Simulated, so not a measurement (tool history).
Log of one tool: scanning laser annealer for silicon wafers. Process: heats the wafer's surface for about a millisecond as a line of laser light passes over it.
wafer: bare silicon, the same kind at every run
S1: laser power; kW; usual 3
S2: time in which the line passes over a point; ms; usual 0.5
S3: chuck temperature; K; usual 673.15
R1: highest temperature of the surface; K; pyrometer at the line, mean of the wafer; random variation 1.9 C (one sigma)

Run 1, day 0: usual settings. Result: R1 1341.15 K.
Run 2, day 0.396: usual settings but S3 670.15 K. Result: R1 1340.15 K.
At day 0.529: window over the wafer cleaned.
Run 3, day 0.771: usual settings but S3 670.15 K. Result: R1 1369.15 K.
Run 4, day 1.112: usual settings but S3 670.15 K. Result: R1 1369.15 K.
Run 5, day 1.371: usual settings but S3 670.15 K. Result: R1 1371.15 K.
Run 6, day 1.567: usual settings but S3 670.15 K. Result: R1 1370.15 K.
Run 7, day 1.904: usual settings but S3 670.15 K. Result: R1 1370.15 K.
Run 8, day 2.1: usual settings but S3 670.15 K. Result: R1 1369.15 K.
Run 9, day 2.308: usual settings but S3 670.15 K. Result: R1 1366.15 K.
Run 10, day 2.671: usual settings but S1 2.909 kW, S3 670.15 K. Result: R1 1340.15 K.
Run 11, day 2.838: usual settings but S1 2.909 kW, S3 668.15 K. Result: R1 1336.15 K.
Run 12, day 3.079: usual settings but S1 2.909 kW, S3 634.15 K. Result: R1 1299.15 K.
Run 13, day 3.417: usual settings but S3 695.15 K. Result: R1 1389.15 K.
Run 14, day 3.792: usual settings but S1 2.805 kW, S3 661.15 K. Result: R1 1297.15 K.
Run 15, day 3.979: usual settings but S1 2.805 kW, S3 638.15 K. Result: R1 1272.15 K.
Run 16, day 4.212: usual settings but S1 2.806 kW, S2 0.57 ms, S3 638.15 K. Result: R1 1323.15 K.
Run 17, day 4.567: usual settings but S1 2.806 kW, S2 0.57 ms, S3 638.15 K. Result: R1 1325.15 K.
Run 18, day 4.925: usual settings but S1 2.901 kW, S2 0.392 ms, S3 638.15 K. Result: R1 1218.15 K.
Run 19, day 5.312: usual settings but S1 2.901 kW, S2 0.392 ms, S3 638.15 K. Result: R1 1216.15 K.
Run 20, day 5.65: usual settings but S1 2.603 kW, S2 0.475 ms, S3 648.15 K. Result: R1 1206.15 K.
Run 21, day 5.808: usual settings but S1 3.224 kW, S2 0.377 ms, S3 699.15 K. Result: R1 1348.15 K.
Run 22, day 6.062: usual settings but S1 3.178 kW, S2 0.435 ms, S3 706.15 K. Result: R1 1394.15 K.
Run 23, day 6.375: usual settings but S1 2.992 kW, S2 0.38 ms, S3 656.15 K. Result: R1 1248.15 K.
Run 24, day 6.65: usual settings but S1 2.627 kW, S3 640.15 K. Result: R1 1217.15 K.
Run 25, day 6.871: usual settings but S1 2.627 kW, S2 0.371 ms, S3 640.15 K. Result: R1 1129.15 K.

Forecast each of these 4 alternatives for the next run:
Run A, day 7.108: usual settings but S1 3.273 kW. Result: R1 ?.
Run B, day 7.108: usual settings but S1 2.627 kW, S2 0.371 ms, S3 636.15 K. Result: R1 ?.
Run C, day 7.108: usual settings but S2 0.47 ms. Result: R1 ?.
Run D, day 7.108: usual settings but S2 0.513 ms, S3 708.15 K. Result: R1 ?.

run       R1
  A  1445.15
  B  1124.15
  C  1341.15
  D  1406.15
Without the tool's hidden state the same runs would have given:
run       R1
  A  1483.15
  B  1148.15
  C  1374.15
  D  1441.15

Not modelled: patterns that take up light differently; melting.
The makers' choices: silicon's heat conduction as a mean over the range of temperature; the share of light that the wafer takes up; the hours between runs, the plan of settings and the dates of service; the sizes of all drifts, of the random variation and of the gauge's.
